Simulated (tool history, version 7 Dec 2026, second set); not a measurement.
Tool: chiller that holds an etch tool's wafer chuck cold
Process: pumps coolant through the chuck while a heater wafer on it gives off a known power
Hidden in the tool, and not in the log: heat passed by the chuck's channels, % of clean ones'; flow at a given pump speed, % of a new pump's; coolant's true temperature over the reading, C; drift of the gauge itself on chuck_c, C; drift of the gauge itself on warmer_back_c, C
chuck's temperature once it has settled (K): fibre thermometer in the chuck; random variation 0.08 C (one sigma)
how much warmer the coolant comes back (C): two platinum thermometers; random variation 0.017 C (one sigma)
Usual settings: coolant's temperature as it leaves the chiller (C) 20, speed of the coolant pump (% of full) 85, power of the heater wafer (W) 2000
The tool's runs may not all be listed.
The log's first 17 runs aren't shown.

| run | day | coolant's temperature as it leaves the chiller (C) | speed of the coolant pump (% of full) | power of the heater wafer (W) | hours since the coolant was changed and the channels were flushed | hours since the pump was overhauled | hours since the chiller's thermometer was calibrated | chuck's temperature once it has settled (K) | how much warmer the coolant comes back (C) |
|---|---|---|---|---|---|---|---|---|---|
| 18 | 29.296 | 11 | 78 | 2345 | 1426 | 1348 | 226 | 299.84 | 8.28 |
| 19 | 31.333 | 16 | 78 | 1612 | 1475 | 1397 | 275 | 300.12 | 5.77 |
| 20 | 32.646 | 16 | 78 | 2102 | 1507 | 1428 | 306 | 303.09 | 7.45 |
| 21 | 34.021 | 12 | 98 | 2102 | 1540 | 1461 | 339 | 296.33 | 5.85 |
| 22 | 36.204 | 24 | 74 | 1341 | 1592 | 1514 | 391 | 306.67 | 5.17 |
| 23 | 38.325 | 20 | 85 | 1023 | 1643 | 1565 | 442 | 299.54 | 3.47 |
| 24 | 40.212 | 19 | 92 | 2000 | 1688 | 1610 | 488 | 303.6 | 6.01 |
| 25 | 42.342 | 19 | 92 | 2000 | 1740 | 1661 | 539 | 303.47 | 6.04 |
| 26 | 44.688 | 19 | 92 | 2000 | 1796 | 1717 | 595 | 303.67 | 6.03 |
| 27 | 45.733 | 17 | 71 | 1429 | 1821 | 1743 | 620 | 300.8 | 5.82 |
|  | 46.467 | gauge calibrated |
| 28 | 47.467 | 17 | 71 | 1429 | 1863 | 1784 | 662 | 300.77 | 5.46 |
| 29 | 49.467 | 19 | 92 | 2086 | 1911 | 1832 | 710 | 304.2 | 5.93 |
| 30 | 51.817 | 18 | 70 | 1891 | 1967 | 1889 | 766 | 305.37 | 7.35 |
| 31 | 53.675 | 20 | 87 | 1397 | 2012 | 1933 | 811 | 301.62 | 4.27 |
| 32 | 55.821 | 20 | 96 | 2026 | 2063 | 1985 | 862 | 304.19 | 5.57 |

3 ways to go on from here, each from the tool as it stands after run 32. What would each give?
| A | 57.608 | 20 | 89 | 2925 | 2106 | 2028 | 905 | ? | ? |
| B | 57.608 | 20 | 85 | 1650 | 2106 | 2028 | 905 | ? | ? |
| C | 57.608 | 20 | 74 | 2000 | 2106 | 2028 | 905 | ? | ? |

| run | chuck's temperature once it has settled (K) | how much warmer the coolant comes back (C) |
|---|---|---|
| A | 310.54 | 8.71 |
| B | 303.53 | 5.2 |
| C | 307.3 | 7.36 |
Without the tool's hidden state the same runs would have given:
| run | chuck's temperature once it has settled (K) | how much warmer the coolant comes back (C) |
|---|---|---|
| A | 310.53 | 8.62 |
| B | 303.52 | 5.11 |
| C | 307.29 | 7.27 |

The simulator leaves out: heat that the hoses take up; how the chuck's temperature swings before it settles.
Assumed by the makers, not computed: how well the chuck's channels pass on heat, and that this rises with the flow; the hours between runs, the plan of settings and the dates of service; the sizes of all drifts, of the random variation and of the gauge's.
